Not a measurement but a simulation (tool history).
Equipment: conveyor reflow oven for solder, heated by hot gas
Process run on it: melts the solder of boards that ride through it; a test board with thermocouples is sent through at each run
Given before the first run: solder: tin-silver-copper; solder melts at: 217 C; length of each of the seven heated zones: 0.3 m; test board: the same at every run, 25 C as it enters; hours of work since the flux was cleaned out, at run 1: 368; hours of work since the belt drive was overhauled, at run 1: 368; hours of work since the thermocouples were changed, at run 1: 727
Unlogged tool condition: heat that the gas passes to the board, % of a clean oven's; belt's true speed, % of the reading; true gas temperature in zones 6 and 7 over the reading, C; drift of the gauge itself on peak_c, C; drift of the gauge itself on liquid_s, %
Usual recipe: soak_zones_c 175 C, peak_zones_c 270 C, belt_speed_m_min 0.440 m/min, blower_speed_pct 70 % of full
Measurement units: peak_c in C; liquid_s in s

run,hour,soak_zones_c,peak_zones_c,belt_speed_m_min,blower_speed_pct,hours of work since the flux was cleaned out,hours of work since the belt drive was overhauled,hours of work since the thermocouples were changed,peak_c,liquid_s
1,0.0,175,270,0.440,70,368,368,727,252.4,62.6
# hour 14.7: flux residue cleaned out of gas plates and filters
2,45.8,175,270,0.440,70,14,386,745,254.3,64.0
3,79.3,175,270,0.440,70,28,400,760,254.6,64.2
4,126.9,175,270,0.440,70,49,421,781,253.8,64.0
5,177.3,175,270,0.440,70,71,443,803,253.8,63.7
6,232.7,175,270,0.440,70,96,468,827,254.4,63.5
7,281.1,181,270,0.440,70,117,489,848,254.4,67.0
8,328.2,175,270,0.440,51,137,509,869,248.1,57.9
9,357.0,175,270,0.440,51,150,522,882,247.8,58.0
10,389.3,175,270,0.467,70,164,536,896,250.4,58.3
11,413.6,175,270,0.467,70,175,547,906,251.4,57.6
12,468.3,175,270,0.467,70,199,571,930,250.8,57.5
13,509.5,179,270,0.418,67,217,589,948,254.6,70.3
14,563.6,175,270,0.405,57,241,613,972,252.5,68.7
15,601.5,175,262,0.405,57,257,629,989,245.9,62.5
16,641.2,175,262,0.405,57,275,647,1006,244.9,61.9
17,689.9,175,270,0.383,65,296,668,1028,255.6,76.3
18,741.9,172,265,0.440,77,319,691,1050,248.6,59.4
19,782.8,163,270,0.494,70,337,709,1068,245.7,45.7
20,837.5,174,270,0.494,70,361,733,1092,247.9,51.6
# hour 871.5: flux residue cleaned out of gas plates and filters
21,880.7,174,270,0.494,70,4,749,1109,250.5,53.6

Forecast each of these 4 alternatives for the next run:
A,905.3,187,261,0.407,70,15,760,1120,?,?
B,905.3,175,283,0.440,70,15,760,1120,?,?
C,905.3,183,270,0.351,70,15,760,1120,?,?
D,905.3,187,272,0.525,70,15,760,1120,?,?

run,peak_c,liquid_s
A,249.7,73.5
B,265.0,71.7
C,259.6,91.6
D,252.5,56.4
Had the tool no hidden state, the same runs would have come out as:
run,peak_c,liquid_s
A,251.4,72.8
B,266.5,70.7
C,261.5,90.4
D,253.9,55.8
